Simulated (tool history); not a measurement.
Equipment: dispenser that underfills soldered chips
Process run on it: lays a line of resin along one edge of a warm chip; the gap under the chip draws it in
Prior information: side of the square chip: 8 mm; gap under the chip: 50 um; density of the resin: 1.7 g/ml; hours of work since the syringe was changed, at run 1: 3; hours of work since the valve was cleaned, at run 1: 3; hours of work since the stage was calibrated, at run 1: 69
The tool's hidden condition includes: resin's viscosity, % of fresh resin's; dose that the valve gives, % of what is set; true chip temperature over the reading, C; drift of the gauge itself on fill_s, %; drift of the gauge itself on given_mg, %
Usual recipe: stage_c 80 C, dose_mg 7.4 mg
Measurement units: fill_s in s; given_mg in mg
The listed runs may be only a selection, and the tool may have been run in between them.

run,hour,stage_c,dose_mg,hours of work since the syringe was changed,hours of work since the valve was cleaned,hours of work since the stage was calibrated,fill_s,given_mg
1,0,80,7.4,3,3,69,35.5,7.41
2,6.1,80,7.4,7,7,74,40.8,7.3
# hour 10.1: new syringe of resin
3,12.2,80,7.4,1,11,78,32.6,7.29
4,23.5,72,7.4,9,19,86,65.1,7.26
# hour 24.4: new syringe of resin
5,31.7,80,9.29,5,25,91,37.3,9.13
# hour 39: new syringe of resin
6,41.9,80,6.89,2,32,98,34.6,6.72
# hour 53.2: new syringe of resin
7,54.2,80,7.54,1,40,107,32.9,7.27
8,61.4,80,7.4,6,45,112,39.1,7.2
# hour 67.5: new syringe of resin
9,70,80,7.4,2,51,118,33.8,7.08
10,78.7,80,7.4,8,57,124,42.6,7.07
# hour 82: new syringe of resin
11,87.5,80,7.4,4,63,130,37,7.05
12,93.5,80,8.68,8,67,134,43,8.22
# hour 96.1: new syringe of resin
13,103.3,80,8.56,5,74,141,37.7,8
# hour 110.3: new syringe of resin
# hour 112.3: dispensing valve cleaned and set on the balance
14,115.6,80,8.56,3,2,148,35.8,8.6
15,123.3,80,8.56,8,8,154,42.7,8.53
# hour 125.4: new syringe of resin
16,134.5,80,7.36,6,15,161,41.2,7.22
# hour 139.7: new syringe of resin
17,142.6,82,7.17,2,21,167,32.8,7.13
# hour 153.9: new syringe of resin
18,154.7,83,8.62,1,29,175,27.9,8.45
19,160.8,77,7,5,33,179,46.3,6.91
# hour 168.3: new syringe of resin
20,170.9,77,7,2,40,186,41,6.75
21,179.3,76,6.3,8,46,192,57.1,6.09
# hour 182.5: new syringe of resin
22,187.2,80,6.33,3,52,198,38.2,6.14
# hour 197: new syringe of resin
23,198.3,85,7.67,1,59,205,26.7,7.31
24,203.4,86,7.67,5,63,209,29.8,7.27
# hour 211.2: new syringe of resin
25,211.4,86,7.67,0,68,214,25.2,7.3
26,217,76,7.4,4,72,218,46.8,6.94
27,223.6,76,8.46,9,77,223,53.7,8
# hour 225.8: new syringe of resin
# hour 228.5: dispensing valve cleaned and set on the balance
28,236.6,92,9.19,7,6,231,23.4,9.11
# hour 241.4: new syringe of resin
29,247.1,92,9.19,4,13,238,21.5,9.16
# hour 255.8: new syringe of resin
30,256,92,7.76,0,19,244,18.9,7.64
31,268,79,9.23,9,27,253,47,9.01

Forecast each of these 5 alternatives for the next run:
# hour 269.8: new syringe of resin
A,278.5,69,8.1,6,35,260,?,?
# hour 269.8: new syringe of resin
B,278.5,88,9.36,6,35,260,?,?
# hour 269.8: new syringe of resin
C,278.5,80,9.37,6,35,260,?,?
# hour 269.8: new syringe of resin
D,278.5,70,7.4,6,35,260,?,?
# hour 269.8: new syringe of resin
E,278.5,67,8.57,6,35,260,?,?

run,fill_s,given_mg
A,70.4,7.91
B,27.8,9.12
C,41.1,9.08
D,68.5,7.11
E,76.8,8.3
With the hidden condition removed and each run's random variation left untouched, the same runs would have given:
run,fill_s,given_mg
A,50.1,8.12
B,19.9,9.37
C,29.5,9.33
D,48.6,7.3
E,54.8,8.53
